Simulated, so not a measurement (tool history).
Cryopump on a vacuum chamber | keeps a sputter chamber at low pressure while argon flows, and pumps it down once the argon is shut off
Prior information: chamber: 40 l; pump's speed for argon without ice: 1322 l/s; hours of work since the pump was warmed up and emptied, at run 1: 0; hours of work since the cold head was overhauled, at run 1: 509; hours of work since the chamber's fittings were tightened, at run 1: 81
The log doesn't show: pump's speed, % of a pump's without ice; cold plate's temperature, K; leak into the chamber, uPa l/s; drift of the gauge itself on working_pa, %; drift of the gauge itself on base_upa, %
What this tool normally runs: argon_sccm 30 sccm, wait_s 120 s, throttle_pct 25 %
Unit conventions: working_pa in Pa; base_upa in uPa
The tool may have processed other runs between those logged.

run,hour,argon_sccm,wait_s,throttle_pct,hours of work since the pump was warmed up and emptied,hours of work since the cold head was overhauled,hours of work since the chamber's fittings were tightened,working_pa,base_upa
1,0.0,30,120,25,0,509,81,0.1535,1.30
2,47.8,30,120,25,25,535,107,0.1542,1.34
3,80.9,30,120,25,43,552,124,0.1539,1.38
4,121.0,30,120,25,64,573,145,0.1535,1.37
5,187.0,30,120,23,99,608,180,0.1694,1.46
6,242.9,30,120,23,128,638,210,0.1666,1.46
7,311.3,30,120,23,164,674,246,0.1676,1.56
8,378.1,30,120,48,200,709,281,0.0830,1.57
9,443.0,30,120,48,234,743,315,0.0840,1.59
10,481.9,29,29,18,255,764,336,0.2091,4.57
11,542.7,36,181,21,287,796,368,0.2252,1.40
12,615.8,36,181,21,325,835,407,0.2238,1.48
13,685.5,22,21,44,362,871,444,0.0676,6.12
14,748.1,13,59,45,395,904,477,0.0390,2.83
15,798.6,13,59,45,422,931,503,0.0391,2.86
16,847.3,13,59,45,448,957,529,0.0401,2.89
17,882.0,42,120,23,466,975,547,0.2410,2.07

Below are 5 alternative next runs, each starting from the tool's condition after run 17. Predict each:
# hour 905.8: pump warmed up, emptied and cooled again
A,930.1,32,120,26,13,998,570,?,?
# hour 905.8: pump warmed up, emptied and cooled again
B,930.1,15,120,17,13,998,570,?,?
# hour 905.8: pump warmed up, emptied and cooled again
C,930.1,22,36,23,13,998,570,?,?
# hour 905.8: pump warmed up, emptied and cooled again
D,930.1,21,49,26,13,998,570,?,?
# hour 905.8: pump warmed up, emptied and cooled again
E,930.1,42,120,15,13,998,570,?,?

run,working_pa,base_upa
A,0.1566,1.89
B,0.1138,1.91
C,0.1224,4.01
D,0.1032,3.23
E,0.3625,1.94
What these runs would have given with no unlogged condition in the tool:
run,working_pa,base_upa
A,0.1560,1.11
B,0.1135,1.12
C,0.1220,3.22
D,0.1027,2.44
E,0.3617,1.14

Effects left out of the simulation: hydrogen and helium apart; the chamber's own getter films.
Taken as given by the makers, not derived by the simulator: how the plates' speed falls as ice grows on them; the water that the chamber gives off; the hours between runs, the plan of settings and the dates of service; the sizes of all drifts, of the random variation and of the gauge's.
